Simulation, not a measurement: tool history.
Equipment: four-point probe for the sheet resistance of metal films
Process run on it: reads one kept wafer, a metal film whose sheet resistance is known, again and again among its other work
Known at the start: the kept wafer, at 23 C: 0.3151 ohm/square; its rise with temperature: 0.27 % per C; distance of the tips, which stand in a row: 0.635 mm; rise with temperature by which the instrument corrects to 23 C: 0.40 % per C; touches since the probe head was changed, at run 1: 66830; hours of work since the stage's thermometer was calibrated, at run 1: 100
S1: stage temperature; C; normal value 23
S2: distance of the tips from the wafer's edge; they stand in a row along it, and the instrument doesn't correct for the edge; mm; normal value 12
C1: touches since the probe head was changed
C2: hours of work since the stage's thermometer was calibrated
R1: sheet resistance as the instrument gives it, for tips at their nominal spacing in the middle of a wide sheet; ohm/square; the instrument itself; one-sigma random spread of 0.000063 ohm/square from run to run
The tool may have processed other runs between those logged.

Run 1, hour 0: usual settings; C1 66830; C2 100. Result: R1 0.318407 ohm/square.
Run 2, hour 24.9: usual settings; C1 67721; C2 117. Result: R1 0.318423 ohm/square.
Run 3, hour 57.6: usual settings but S1 30 C; C1 68895; C2 138. Result: R1 0.315681 ohm/square.
Run 4, hour 82.4: usual settings; C1 69780; C2 154. Result: R1 0.318661 ohm/square.
Run 5, hour 111.3: usual settings; C1 70817; C2 173. Result: R1 0.318654 ohm/square.
Run 6, hour 145.9: usual settings; C1 72056; C2 196. Result: R1 0.318765 ohm/square.
Run 7, hour 175.2: usual settings; C1 73107; C2 215. Result: R1 0.318866 ohm/square.
Run 8, hour 207.2: usual settings; C1 74252; C2 236. Result: R1 0.318894 ohm/square.
Run 9, hour 238.8: usual settings; C1 75383; C2 257. Result: R1 0.319105 ohm/square.
Run 10, hour 274.5: usual settings but S1 25 C, S2 7 mm; C1 76664; C2 280. Result: R1 0.31913 ohm/square.
Run 11, hour 308.4: usual settings but S1 25 C, S2 7 mm; C1 77878; C2 302. Result: R1 0.319137 ohm/square.
Run 12, hour 330.2: usual settings but S1 25 C, S2 6 mm; C1 78658; C2 317. Result: R1 0.319752 ohm/square.
Run 13, hour 369: usual settings but S1 24 C, S2 64 mm; C1 80050; C2 342. Result: R1 0.318383 ohm/square.

Expected results for the next run?
Run 14, hour 393.2: usual settings but S1 24 C, S2 64 mm; C1 80915; C2 358. Result: R1 ?.

R1: 0.318344 ohm/square
The same run, on a tool lacking any hidden state, would have yielded R1 0.314645 ohm/square.
